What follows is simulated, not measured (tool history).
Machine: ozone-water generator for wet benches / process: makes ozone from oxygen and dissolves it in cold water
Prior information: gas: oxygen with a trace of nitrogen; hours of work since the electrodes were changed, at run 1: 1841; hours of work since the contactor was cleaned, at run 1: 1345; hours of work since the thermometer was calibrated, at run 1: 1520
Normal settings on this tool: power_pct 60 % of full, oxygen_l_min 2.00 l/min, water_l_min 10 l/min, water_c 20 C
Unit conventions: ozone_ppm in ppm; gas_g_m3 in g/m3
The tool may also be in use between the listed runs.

| run | hour | power_pct | oxygen_l_min | water_l_min | water_c | hours of work since the electrodes were changed | hours of work since the contactor was cleaned | hours of work since the thermometer was calibrated | ozone_ppm | gas_g_m3 |
|---|---|---|---|---|---|---|---|---|---|---|
| 1 | 0.0 | 60 | 2.00 | 10 | 20 | 1841 | 1345 | 1520 | 22.0 | 222.2 |
| 2 | 41.1 | 60 | 2.00 | 10 | 20 | 1880 | 1383 | 1559 | 21.7 | 221.4 |
| 3 | 63.1 | 60 | 1.34 | 10 | 20 | 1900 | 1404 | 1579 | 22.4 | 291.3 |
| 4 | 98.6 | 60 | 1.34 | 10 | 20 | 1933 | 1437 | 1612 | 22.4 | 289.7 |
| 5 | 135.1 | 60 | 1.34 | 10 | 20 | 1968 | 1471 | 1646 | 22.4 | 290.3 |
| 6 | 161.7 | 60 | 2.95 | 10 | 20 | 1993 | 1496 | 1671 | 20.4 | 168.4 |
| 7 | 204.8 | 60 | 2.95 | 10 | 18 | 2033 | 1536 | 1712 | 21.1 | 169.1 |
| 8 | 227.9 | 60 | 2.95 | 10 | 18 | 2054 | 1558 | 1733 | 21.2 | 167.3 |
| 9 | 278.0 | 60 | 2.95 | 10 | 18 | 2101 | 1605 | 1780 | 21.3 | 166.3 |
| 10 | 302.1 | 60 | 2.95 | 10 | 18 | 2124 | 1627 | 1803 | 21.2 | 166.6 |
| 11 | 351.9 | 60 | 2.95 | 10 | 18 | 2170 | 1674 | 1849 | 21.0 | 166.6 |
| 12 | 377.4 | 60 | 2.95 | 10 | 18 | 2194 | 1698 | 1873 | 21.2 | 168.7 |
| 13 | 426.7 | 60 | 2.95 | 10 | 18 | 2240 | 1744 | 1919 | 21.2 | 167.4 |
|  | 435.4 | contactor cleaned |
| 14 | 466.5 | 60 | 2.00 | 10 | 20 | 2274 | 29 | 1953 | 21.3 | 216.2 |
| 15 | 505.5 | 60 | 2.00 | 10 | 20 | 2310 | 66 | 1989 | 21.3 | 217.8 |
| 16 | 535.7 | 60 | 2.00 | 10 | 20 | 2339 | 94 | 2018 | 21.6 | 217.3 |
| 17 | 574.4 | 60 | 2.00 | 14 | 20 | 2375 | 130 | 2054 | 15.2 | 219.2 |
| 18 | 616.5 | 57 | 1.33 | 10 | 23 | 2414 | 170 | 2093 | 20.0 | 274.2 |
| 19 | 667.7 | 88 | 1.33 | 10 | 16 | 2462 | 217 | 2141 | 30.3 | 389.6 |
|  | 680.8 | contactor cleaned, once more |
| 20 | 708.0 | 88 | 1.33 | 10 | 16 | 2496 | 25 | 2175 | 30.8 | 386.7 |
| 21 | 755.8 | 79 | 3.32 | 6 | 28 | 2541 | 70 | 2220 | 28.9 | 189.1 |
| 22 | 793.7 | 42 | 3.32 | 6 | 13 | 2576 | 106 | 2255 | 23.6 | 113.9 |
| 23 | 835.9 | 42 | 3.32 | 7 | 23 | 2616 | 145 | 2295 | 17.9 | 114.3 |
| 24 | 869.6 | 42 | 1.28 | 8 | 13 | 2647 | 177 | 2326 | 22.3 | 220.8 |
| 25 | 902.3 | 88 | 2.00 | 10 | 15 | 2678 | 207 | 2357 | 31.3 | 290.2 |
| 26 | 934.2 | 74 | 1.13 | 10 | 20 | 2708 | 237 | 2387 | 25.6 | 373.3 |
| 27 | 969.9 | 67 | 1.80 | 13 | 23 | 2741 | 270 | 2420 | 17.8 | 251.2 |
| 28 | 1005.5 | 43 | 2.00 | 9 | 13 | 2774 | 304 | 2453 | 19.8 | 164.9 |
| 29 | 1036.0 | 58 | 2.00 | 9 | 20 | 2803 | 332 | 2482 | 22.8 | 208.4 |
| 30 | 1080.7 | 82 | 1.44 | 9 | 20 | 2845 | 374 | 2524 | 30.6 | 342.3 |
| 31 | 1128.9 | 61 | 1.80 | 8 | 16 | 2890 | 419 | 2569 | 27.8 | 232.8 |
| 32 | 1176.1 | 83 | 2.00 | 8 | 20 | 2934 | 463 | 2613 | 32.7 | 273.7 |
| 33 | 1219.6 | 83 | 2.00 | 8 | 20 | 2975 | 504 | 2654 | 33.0 | 270.9 |
| 34 | 1268.0 | 42 | 1.67 | 10 | 18 | 3020 | 549 | 2699 | 16.6 | 182.0 |

For some of the steps in ozone_ppm from one run to the next: how much would appear even if the tool had no hidden state, given the settings, what came in and random variation, and how much remains for the hidden state plus any gauge scatter that the measured result and the result without hidden state don't share?
Hidden conditions of the tool in this case: yield of the discharge, % of new electrodes'; contactor's efficiency, % of a clean one's; true water temperature over the reading, C; drift of the gauge itself on ozone_ppm, %; drift of the gauge itself on gas_g_m3, %.
Run 18 -> 19: power_pct 57 -> 88, water_c 23 -> 16. ozone_ppm +10.3 ppm: hidden state -2.3, all else +12.6.
Run 24 -> 25: power_pct 42 -> 88, oxygen_l_min 1.28 -> 2.00, water_l_min 8 -> 10, water_c 13 -> 15. ozone_ppm +9.0 ppm: hidden state -2.8, all else +11.8.
Run 33 -> 34: power_pct 83 -> 42, oxygen_l_min 2.00 -> 1.67, water_l_min 8 -> 10, water_c 20 -> 18. ozone_ppm -16.4 ppm: hidden state +3.6, all else -20.0.
